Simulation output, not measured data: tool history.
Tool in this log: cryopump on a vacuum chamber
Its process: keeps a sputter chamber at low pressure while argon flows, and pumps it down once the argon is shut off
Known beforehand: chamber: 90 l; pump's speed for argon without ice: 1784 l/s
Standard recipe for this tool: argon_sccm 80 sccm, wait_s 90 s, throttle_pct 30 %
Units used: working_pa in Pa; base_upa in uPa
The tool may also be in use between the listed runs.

run,hour,argon_sccm,wait_s,throttle_pct,working_pa,base_upa
1,0,80,90,30,0.2649,1.14
2,25.9,80,90,30,0.2644,1.12
3,62.7,80,90,30,0.2628,1.19
4,94.1,80,179,30,0.2638,0.81
5,120.3,80,90,30,0.2647,1.2
6,154.8,80,90,30,0.2639,1.15
7,178.9,80,90,30,0.2668,1.15
8,213.6,80,90,30,0.2672,1.21
9,240.5,80,90,30,0.2647,1.17
10,277.6,80,90,30,0.2653,1.24
11,298.3,80,90,30,0.2664,1.23
12,315.7,80,90,30,0.2659,1.21
# hour 330: pump warmed up, emptied and cooled again
13,340.4,132,90,30,0.4214,1.11
14,366.7,132,90,30,0.4172,1.14
15,393.1,80,90,16,0.4755,1.14
16,426.1,80,90,16,0.4741,1.21
17,456.2,80,90,16,0.4717,1.2
18,487.1,82,198,30,0.2623,0.82
19,509.8,59,23,21,0.2697,3.01
20,537.8,65,28,17,0.365,2.51
21,571.1,82,28,20,0.3902,2.58
22,589.7,105,27,20,0.5022,2.65
23,611.5,116,90,41,0.2724,1.18
24,632.5,90,24,22,0.3918,2.8
25,669.2,80,182,20,0.3792,0.93
26,705.9,80,182,20,0.383,0.97
27,744.1,48,90,30,0.1542,1.32
28,779,48,25,30,0.1546,2.86
29,797.4,42,90,30,0.134,1.29
30,823.8,41,90,44,0.091,1.3
31,857.2,41,90,44,0.0912,1.33
32,878.9,41,90,41,0.0974,1.31
33,915.6,130,94,41,0.3085,1.3
34,953.5,120,176,45,0.2617,0.99

Here are 3 independent what-if runs from the current tool condition. What would each one return?
A,979.9,120,176,38,?,?
B,979.9,119,90,19,?,?
C,979.9,39,90,30,?,?

run,working_pa,base_upa
A,0.3075,1.03
B,0.6037,1.32
C,0.1261,1.33
Stripped of hidden state, with their random variation kept, the same runs would have yielded:
run,working_pa,base_upa
A,0.2992,0.48
B,0.5955,0.77
C,0.1234,0.77

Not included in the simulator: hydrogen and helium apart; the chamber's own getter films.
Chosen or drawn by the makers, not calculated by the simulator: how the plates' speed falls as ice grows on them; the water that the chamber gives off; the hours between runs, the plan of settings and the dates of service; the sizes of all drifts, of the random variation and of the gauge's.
